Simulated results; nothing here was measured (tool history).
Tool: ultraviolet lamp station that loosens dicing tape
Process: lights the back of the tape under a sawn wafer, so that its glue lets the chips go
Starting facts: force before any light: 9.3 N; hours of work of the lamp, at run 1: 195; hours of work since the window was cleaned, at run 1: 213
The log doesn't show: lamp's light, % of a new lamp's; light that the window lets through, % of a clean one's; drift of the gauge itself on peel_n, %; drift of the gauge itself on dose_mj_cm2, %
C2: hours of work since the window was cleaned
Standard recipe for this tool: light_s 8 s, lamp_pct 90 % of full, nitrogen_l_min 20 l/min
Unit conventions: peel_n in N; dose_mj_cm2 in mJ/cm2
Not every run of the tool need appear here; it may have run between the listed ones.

run 1 hour=0.0 | light_s=8 lamp_pct=90 nitrogen_l_min=20 | hours_of_work_of_the_lamp=195 C2=213 | peel_n=0.129 dose_mj_cm2=593
run 2 hour=74.2 | light_s=8 lamp_pct=90 nitrogen_l_min=20 | hours_of_work_of_the_lamp=228 C2=246 | peel_n=0.123 dose_mj_cm2=593
run 3 hour=156.4 | light_s=8 lamp_pct=90 nitrogen_l_min=20 | hours_of_work_of_the_lamp=264 C2=282 | peel_n=0.134 dose_mj_cm2=593
-- hour=171.6 window cleaned of glue's vapour
run 4 hour=220.0 | light_s=8 lamp_pct=77 nitrogen_l_min=20 | hours_of_work_of_the_lamp=291 C2=21 | peel_n=0.178 dose_mj_cm2=509
run 5 hour=307.6 | light_s=8 lamp_pct=77 nitrogen_l_min=20 | hours_of_work_of_the_lamp=330 C2=60 | peel_n=0.169 dose_mj_cm2=511
run 6 hour=383.4 | light_s=8 lamp_pct=95 nitrogen_l_min=20 | hours_of_work_of_the_lamp=363 C2=93 | peel_n=0.118 dose_mj_cm2=630
run 7 hour=425.8 | light_s=8 lamp_pct=95 nitrogen_l_min=20 | hours_of_work_of_the_lamp=382 C2=111 | peel_n=0.120 dose_mj_cm2=624
run 8 hour=466.2 | light_s=8 lamp_pct=78 nitrogen_l_min=20 | hours_of_work_of_the_lamp=399 C2=129 | peel_n=0.177 dose_mj_cm2=518
run 9 hour=514.6 | light_s=8 lamp_pct=86 nitrogen_l_min=20 | hours_of_work_of_the_lamp=420 C2=150 | peel_n=0.140 dose_mj_cm2=569
run 10 hour=605.6 | light_s=8 lamp_pct=86 nitrogen_l_min=20 | hours_of_work_of_the_lamp=460 C2=190 | peel_n=0.148 dose_mj_cm2=568
run 11 hour=697.3 | light_s=8 lamp_pct=86 nitrogen_l_min=20 | hours_of_work_of_the_lamp=500 C2=230 | peel_n=0.141 dose_mj_cm2=569
run 12 hour=765.1 | light_s=8 lamp_pct=86 nitrogen_l_min=20 | hours_of_work_of_the_lamp=530 C2=260 | peel_n=0.150 dose_mj_cm2=569
-- hour=826.3 window cleaned of glue's vapour
run 13 hour=847.6 | light_s=8 lamp_pct=86 nitrogen_l_min=20 | hours_of_work_of_the_lamp=566 C2=9 | peel_n=0.145 dose_mj_cm2=575
run 14 hour=915.5 | light_s=8 lamp_pct=90 nitrogen_l_min=20 | hours_of_work_of_the_lamp=596 C2=39 | peel_n=0.128 dose_mj_cm2=594
run 15 hour=1003.2 | light_s=8 lamp_pct=90 nitrogen_l_min=20 | hours_of_work_of_the_lamp=634 C2=77 | peel_n=0.138 dose_mj_cm2=592
-- hour=1096.9 lamp changed
run 16 hour=1096.9 | light_s=8 lamp_pct=64 nitrogen_l_min=20 | hours_of_work_of_the_lamp=0 C2=118 | peel_n=0.281 dose_mj_cm2=424
run 17 hour=1145.3 | light_s=8 lamp_pct=64 nitrogen_l_min=20 | hours_of_work_of_the_lamp=21 C2=139 | peel_n=0.287 dose_mj_cm2=418
run 18 hour=1228.5 | light_s=9 lamp_pct=90 nitrogen_l_min=25 | hours_of_work_of_the_lamp=58 C2=176 | peel_n=0.104 dose_mj_cm2=670
run 19 hour=1281.3 | light_s=13 lamp_pct=95 nitrogen_l_min=8 | hours_of_work_of_the_lamp=81 C2=199 | peel_n=0.100 dose_mj_cm2=1021
run 20 hour=1325.5 | light_s=8 lamp_pct=60 nitrogen_l_min=8 | hours_of_work_of_the_lamp=100 C2=218 | peel_n=0.790 dose_mj_cm2=399
run 21 hour=1415.9 | light_s=5 lamp_pct=90 nitrogen_l_min=22 | hours_of_work_of_the_lamp=140 C2=258 | peel_n=0.377 dose_mj_cm2=371
-- hour=1484.3 window cleaned of glue's vapour
run 22 hour=1501.3 | light_s=5 lamp_pct=69 nitrogen_l_min=10 | hours_of_work_of_the_lamp=177 C2=7 | peel_n=1.293 dose_mj_cm2=289
run 23 hour=1585.5 | light_s=5 lamp_pct=69 nitrogen_l_min=10 | hours_of_work_of_the_lamp=214 C2=44 | peel_n=1.354 dose_mj_cm2=285
run 24 hour=1635.1 | light_s=12 lamp_pct=67 nitrogen_l_min=16 | hours_of_work_of_the_lamp=235 C2=66 | peel_n=0.125 dose_mj_cm2=671
run 25 hour=1723.6 | light_s=12 lamp_pct=73 nitrogen_l_min=9 | hours_of_work_of_the_lamp=274 C2=105 | peel_n=0.157 dose_mj_cm2=727
run 26 hour=1778.8 | light_s=8 lamp_pct=63 nitrogen_l_min=16 | hours_of_work_of_the_lamp=298 C2=129 | peel_n=0.358 dose_mj_cm2=418
run 27 hour=1824.5 | light_s=5 lamp_pct=87 nitrogen_l_min=19 | hours_of_work_of_the_lamp=318 C2=149 | peel_n=0.453 dose_mj_cm2=360
run 28 hour=1868.1 | light_s=6 lamp_pct=64 nitrogen_l_min=9 | hours_of_work_of_the_lamp=337 C2=168 | peel_n=1.130 dose_mj_cm2=315
run 29 hour=1957.5 | light_s=7 lamp_pct=64 nitrogen_l_min=6 | hours_of_work_of_the_lamp=377 C2=207 | peel_n=1.228 dose_mj_cm2=368
run 30 hour=2051.8 | light_s=7 lamp_pct=64 nitrogen_l_min=6 | hours_of_work_of_the_lamp=418 C2=248 | peel_n=1.208 dose_mj_cm2=372
run 31 hour=2107.8 | light_s=7 lamp_pct=64 nitrogen_l_min=6 | hours_of_work_of_the_lamp=442 C2=273 | peel_n=1.154 dose_mj_cm2=366
-- hour=2134.7 window cleaned of glue's vapour
run 32 hour=2191.5 | light_s=7 lamp_pct=91 nitrogen_l_min=13 | hours_of_work_of_the_lamp=479 C2=25 | peel_n=0.239 dose_mj_cm2=527
run 33 hour=2284.0 | light_s=7 lamp_pct=91 nitrogen_l_min=13 | hours_of_work_of_the_lamp=519 C2=65 | peel_n=0.246 dose_mj_cm2=524
run 34 hour=2346.5 | light_s=11 lamp_pct=64 nitrogen_l_min=9 | hours_of_work_of_the_lamp=547 C2=93 | peel_n=0.274 dose_mj_cm2=584

Branching from run 34: 4 alternative next runs. What would each branch give?
run A hour=2404.0 | light_s=4 lamp_pct=79 nitrogen_l_min=33 | hours_of_work_of_the_lamp=572 C2=118 | peel_n=? dose_mj_cm2=?
run B hour=2404.0 | light_s=11 lamp_pct=64 nitrogen_l_min=27 | hours_of_work_of_the_lamp=572 C2=118 | peel_n=? dose_mj_cm2=?
run C hour=2404.0 | light_s=9 lamp_pct=76 nitrogen_l_min=9 | hours_of_work_of_the_lamp=572 C2=118 | peel_n=? dose_mj_cm2=?
run D hour=2404.0 | light_s=8 lamp_pct=79 nitrogen_l_min=39 | hours_of_work_of_the_lamp=572 C2=118 | peel_n=? dose_mj_cm2=?

run=A peel_n=0.658 dose_mj_cm2=261
run=B peel_n=0.119 dose_mj_cm2=581
run=C peel_n=0.291 dose_mj_cm2=563
run=D peel_n=0.116 dose_mj_cm2=523
Without the tool's unlogged condition, the same runs would have read:
run=A peel_n=0.654 dose_mj_cm2=262
run=B peel_n=0.119 dose_mj_cm2=582
run=C peel_n=0.290 dose_mj_cm2=564
run=D peel_n=0.116 dose_mj_cm2=524
